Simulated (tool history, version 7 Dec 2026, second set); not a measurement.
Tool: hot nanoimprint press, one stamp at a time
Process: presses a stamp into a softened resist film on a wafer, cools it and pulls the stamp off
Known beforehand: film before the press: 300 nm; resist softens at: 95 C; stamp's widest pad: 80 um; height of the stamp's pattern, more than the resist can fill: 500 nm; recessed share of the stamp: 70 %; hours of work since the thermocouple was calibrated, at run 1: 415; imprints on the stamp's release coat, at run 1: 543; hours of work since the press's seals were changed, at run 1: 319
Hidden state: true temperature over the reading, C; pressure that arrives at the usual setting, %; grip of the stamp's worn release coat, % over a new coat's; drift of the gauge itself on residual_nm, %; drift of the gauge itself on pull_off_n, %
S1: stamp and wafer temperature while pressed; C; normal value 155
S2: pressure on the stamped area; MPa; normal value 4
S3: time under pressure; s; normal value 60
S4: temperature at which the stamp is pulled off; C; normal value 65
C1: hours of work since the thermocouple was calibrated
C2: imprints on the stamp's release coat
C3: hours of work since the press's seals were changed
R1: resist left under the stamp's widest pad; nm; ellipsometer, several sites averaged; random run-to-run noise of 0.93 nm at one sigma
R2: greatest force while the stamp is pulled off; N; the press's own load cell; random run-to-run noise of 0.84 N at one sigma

run     day   S1    S2  S3  S4   C1   C2   C3     R1     R2
  1       0  155     4  60  65  415  543  319  131.2  158.3
  2   0.558  155     4  60  65  422  583  327  129.5  160.2
  3     1.1  155     4  60  52  430  622  334  129.6  189.6
      1.542  -- stamp cleaned and given a new release coat
  4   1.971  155     4  60  52  438   30  343  129.1  189.8
  5   2.296  155     4  60  52  442   54  347  130.2  189.9
  6   2.762  155     4  60  52  449   87  353  132.4  189.7
  7   3.133  155     4  60  52  454  113  358  131.1  189.3
  8   3.783  155     4  60  52  463  160  367  128.9  189.2
  9   4.096  155     4  60  52  467  182  371  127.3  188.5
 10     4.5  155     4  60  52  472  211  377  130.9  189.1
 11   5.208  155     4  60  52  482  262  386  130.7  190.7
 12   5.888  155     4  60  52  491  310  395  129.6  191.1
 13   6.458  162     4  60  65  499  351  403   90.1  158.4
 14     7.1  162     4  60  65  507  397  412   91.4  158.2
 15   7.612  162     4  60  65  514  434  419   89.7  158.6
 16   8.317  161  2.82  37  63  524  484  428  137.4  163.6
 17   9.012  161  2.82  37  63  533  534  438  138.3  164.3
 18   9.721  161  2.82  37  63  543  584  447  138.3  165.5
 19  10.096  155  4.21  32  65  548  611  452  157.6  158.2
     10.429  -- plate thermocouple calibrated
     10.792  -- stamp cleaned and given a new release coat
 20  10.842  155  4.21  32  65    2    4  457  160.2  157.4
 21  11.492  158     4  60  57   11   50  466  110.9  176.5
 22  12.175  158  4.01  56  57   20   99  475  114.3  179.1
 23  12.538  158  4.01  56  57   25  125  480  114.3  178.6
 24  13.267  158  4.01  56  57   35  177  490  116.5  177.6
 25  13.717  160  2.54  56  71   41  209  496  130.3  145.4
 26  14.388  165  2.54  37  68   50  258  505  120.9  152.3
 27    14.7  162     4  48  51   54  280  509    100  191.5
 28  15.158  158  2.46  48  51   60  313  515  156.1  192.4
 29  15.671  158  2.46  48  51   67  349  522  152.5  192.8
 30    16.3  158  2.46  48  51   76  394  531  153.9    193

Alternative continuations, all from the tool just after run 30; predict every row:
  A  16.871  155     4  49  65  83  435  538   ?   ?
  B  16.871  158  5.31  48  51  83  435  538   ?   ?
  C  16.871  158  5.02  48  72  83  435  538   ?   ?
  D  16.871  152  5.94  48  65  83  435  538   ?   ?

run     R1     R2
  A  141.4  159.4
  B  104.5  192.1
  C    109  142.8
  D  136.9  158.6
Take away the tool's hidden state, keep each run's random variation, and the runs would have read:
run     R1     R2
  A  141.4    159
  B  104.5  191.6
  C    109  142.4
  D  136.9  158.1

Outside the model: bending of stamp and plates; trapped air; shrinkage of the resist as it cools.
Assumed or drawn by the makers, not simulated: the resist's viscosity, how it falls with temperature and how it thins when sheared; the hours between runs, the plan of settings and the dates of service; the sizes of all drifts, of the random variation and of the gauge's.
